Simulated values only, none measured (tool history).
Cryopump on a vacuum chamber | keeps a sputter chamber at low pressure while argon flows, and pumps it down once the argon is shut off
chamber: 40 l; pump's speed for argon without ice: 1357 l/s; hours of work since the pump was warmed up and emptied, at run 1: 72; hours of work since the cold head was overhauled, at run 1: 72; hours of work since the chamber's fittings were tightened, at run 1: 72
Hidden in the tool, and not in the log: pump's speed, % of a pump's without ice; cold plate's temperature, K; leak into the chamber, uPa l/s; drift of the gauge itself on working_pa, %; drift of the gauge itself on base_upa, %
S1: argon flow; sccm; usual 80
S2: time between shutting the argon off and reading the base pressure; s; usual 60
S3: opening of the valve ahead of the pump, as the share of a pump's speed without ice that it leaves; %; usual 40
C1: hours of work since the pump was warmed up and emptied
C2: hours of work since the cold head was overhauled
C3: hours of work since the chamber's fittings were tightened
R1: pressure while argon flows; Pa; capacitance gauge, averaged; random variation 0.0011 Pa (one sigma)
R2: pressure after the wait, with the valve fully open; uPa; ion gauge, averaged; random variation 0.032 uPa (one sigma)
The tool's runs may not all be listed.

run,day,S1,S2,S3,C1,C2,C3,R1,R2
1,0.000,80,60,40,72,72,72,0.2555,1.69
2,2.875,80,50,40,117,117,117,0.2528,2.10
3,6.350,59,50,40,171,171,171,0.1875,2.10
4,8.621,119,60,40,207,207,207,0.3836,1.87
5,11.108,80,60,40,246,246,246,0.2585,1.91
6,14.508,80,60,40,299,299,299,0.2635,2.02
7,16.904,102,60,40,337,337,337,0.3324,2.02
8,18.712,102,60,40,365,365,365,0.3352,2.02
9,21.646,102,60,40,411,411,411,0.3388,2.16
10,24.333,102,60,40,454,454,454,0.3425,2.20
11,26.192,102,60,40,483,483,483,0.3427,2.22
12,29.033,76,186,23,527,527,527,0.4332,1.36
13,31.404,80,241,50,565,565,565,0.2217,1.28
14,34.179,80,241,50,608,608,608,0.2229,1.26
15,37.662,78,233,50,663,663,663,0.2197,1.45
16,40.412,84,80,23,706,706,706,0.4878,2.17
# day 43.267: pump warmed up, emptied and cooled again
17,44.129,44,135,19,14,761,761,0.2899,1.59
18,46.504,80,240,21,51,799,799,0.4809,1.39
19,48.088,80,60,24,76,823,823,0.4197,2.45
20,50.388,80,39,40,112,860,860,0.2584,3.19
21,53.158,34,152,16,155,903,903,0.2697,1.66
22,55.408,95,167,17,191,938,938,0.7039,1.69

5 ways to go on from here, each from the tool as it stands after run 22. What would each give?
A,57.425,95,50,23,222,970,970,?,?
B,57.425,108,167,46,222,970,970,?,?
C,57.425,80,27,35,222,970,970,?,?
D,57.425,110,126,17,222,970,970,?,?
E,57.425,71,129,42,222,970,970,?,?

run,R1,R2
A,0.5242,2.92
B,0.3049,1.74
C,0.2953,4.45
D,0.8192,1.92
E,0.2198,1.93
Without the tool's hidden state the same runs would have given:
run,R1,R2
A,0.5126,1.90
B,0.2917,0.72
C,0.2855,3.41
D,0.8058,0.91
E,0.2111,0.90
